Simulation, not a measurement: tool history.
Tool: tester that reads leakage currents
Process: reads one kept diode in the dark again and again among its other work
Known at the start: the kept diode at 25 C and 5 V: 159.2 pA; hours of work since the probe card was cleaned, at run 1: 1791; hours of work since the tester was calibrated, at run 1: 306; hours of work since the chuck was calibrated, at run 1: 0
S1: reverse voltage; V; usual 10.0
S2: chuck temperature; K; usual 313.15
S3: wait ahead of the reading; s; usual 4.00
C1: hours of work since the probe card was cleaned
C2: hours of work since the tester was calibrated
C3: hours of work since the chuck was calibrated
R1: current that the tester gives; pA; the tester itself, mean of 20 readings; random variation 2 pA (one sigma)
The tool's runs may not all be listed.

run 1 hour=0.0 | S1=10.0 S2=313.15 S3=4.00 | C1=1791 C2=306 C3=0 | R1=673.00
run 2 hour=31.9 | S1=10.0 S2=294.15 S3=4.00 | C1=1804 C2=319 C3=13 | R1=181.69
run 3 hour=51.0 | S1=10.2 S2=313.15 S3=4.00 | C1=1812 C2=328 C3=21 | R1=679.99
run 4 hour=73.5 | S1=10.0 S2=297.15 S3=4.00 | C1=1822 C2=337 C3=31 | R1=223.85
run 5 hour=88.8 | S1=10.0 S2=313.15 S3=4.00 | C1=1828 C2=343 C3=37 | R1=674.31
run 6 hour=105.4 | S1=10.0 S2=313.15 S3=4.00 | C1=1835 C2=350 C3=44 | R1=677.24
run 7 hour=122.1 | S1=10.0 S2=313.15 S3=4.00 | C1=1842 C2=357 C3=51 | R1=674.82
run 8 hour=154.3 | S1=10.0 S2=313.15 S3=4.00 | C1=1856 C2=371 C3=65 | R1=677.69
run 9 hour=184.7 | S1=10.0 S2=313.15 S3=4.00 | C1=1869 C2=384 C3=78 | R1=674.05
run 10 hour=213.4 | S1=10.0 S2=313.15 S3=4.00 | C1=1881 C2=396 C3=90 | R1=676.37
run 11 hour=234.9 | S1=10.0 S2=313.15 S3=4.00 | C1=1890 C2=405 C3=99 | R1=678.22
run 12 hour=249.9 | S1=10.0 S2=313.15 S3=4.00 | C1=1896 C2=411 C3=105 | R1=678.02
run 13 hour=275.6 | S1=10.0 S2=313.15 S3=1.44 | C1=1907 C2=422 C3=116 | R1=677.44
run 14 hour=296.2 | S1=10.0 S2=313.15 S3=1.44 | C1=1916 C2=431 C3=125 | R1=679.79
run 15 hour=322.3 | S1=8.6 S2=300.15 S3=0.39 | C1=1927 C2=442 C3=136 | R1=262.10
run 16 hour=338.4 | S1=8.3 S2=304.15 S3=2.92 | C1=1933 C2=448 C3=142 | R1=335.11
run 17 hour=358.5 | S1=10.0 S2=313.15 S3=0.52 | C1=1942 C2=457 C3=151 | R1=682.47
run 18 hour=385.1 | S1=10.0 S2=333.15 S3=4.00 | C1=1953 C2=468 C3=162 | R1=2458.81
run 19 hour=417.7 | S1=10.0 S2=306.15 S3=4.00 | C1=1967 C2=482 C3=176 | R1=422.48
run 20 hour=445.6 | S1=2.9 S2=313.15 S3=3.48 | C1=1978 C2=494 C3=187 | R1=381.84
run 21 hour=470.5 | S1=3.5 S2=294.15 S3=3.24 | C1=1989 C2=504 C3=198 | R1=108.50
run 22 hour=494.1 | S1=10.0 S2=300.15 S3=0.72 | C1=1999 C2=514 C3=208 | R1=283.77
run 23 hour=528.2 | S1=3.6 S2=295.15 S3=4.00 | C1=2013 C2=528 C3=222 | R1=118.92
run 24 hour=564.0 | S1=3.6 S2=295.15 S3=4.00 | C1=2028 C2=543 C3=237 | R1=119.30
run 25 hour=583.4 | S1=3.6 S2=295.15 S3=4.00 | C1=2036 C2=551 C3=245 | R1=119.10
run 26 hour=612.2 | S1=1.9 S2=318.15 S3=1.63 | C1=2048 C2=564 C3=258 | R1=444.39
run 27 hour=640.4 | S1=5.4 S2=313.15 S3=0.74 | C1=2060 C2=575 C3=269 | R1=513.07
run 28 hour=673.8 | S1=2.4 S2=317.15 S3=1.18 | C1=2074 C2=589 C3=283 | R1=465.99

Hidden state or all else? Some run-to-run changes of R1, split into what the settings, what came in and random variation would give without the hidden state, and what is left for the hidden state (with any gauge scatter that isn't in both results):
The hidden state here: stray current of the dirty probe card, pA a volt; current scale over the true one, %; true chuck temperature over the reading, C; drift of the gauge itself on leakage_pa, %.
Run 17 -> 18: S2 313.15 -> 333.15, S3 0.52 -> 4.00. R1 +1776.34 pA: hidden state +1.27, all else +1775.07.
Run 18 -> 19: S2 333.15 -> 306.15. R1 -2036.33 pA: hidden state -0.53, all else -2035.80.
Run 19 -> 20: S1 10.0 -> 2.9, S2 306.15 -> 313.15, S3 4.00 -> 3.48. R1 -40.64 pA: hidden state -17.41, all else -23.23.
Run 21 -> 22: S1 3.5 -> 10.0, S2 294.15 -> 300.15, S3 3.24 -> 0.72. R1 +175.27 pA: hidden state +17.02, all else +158.25.

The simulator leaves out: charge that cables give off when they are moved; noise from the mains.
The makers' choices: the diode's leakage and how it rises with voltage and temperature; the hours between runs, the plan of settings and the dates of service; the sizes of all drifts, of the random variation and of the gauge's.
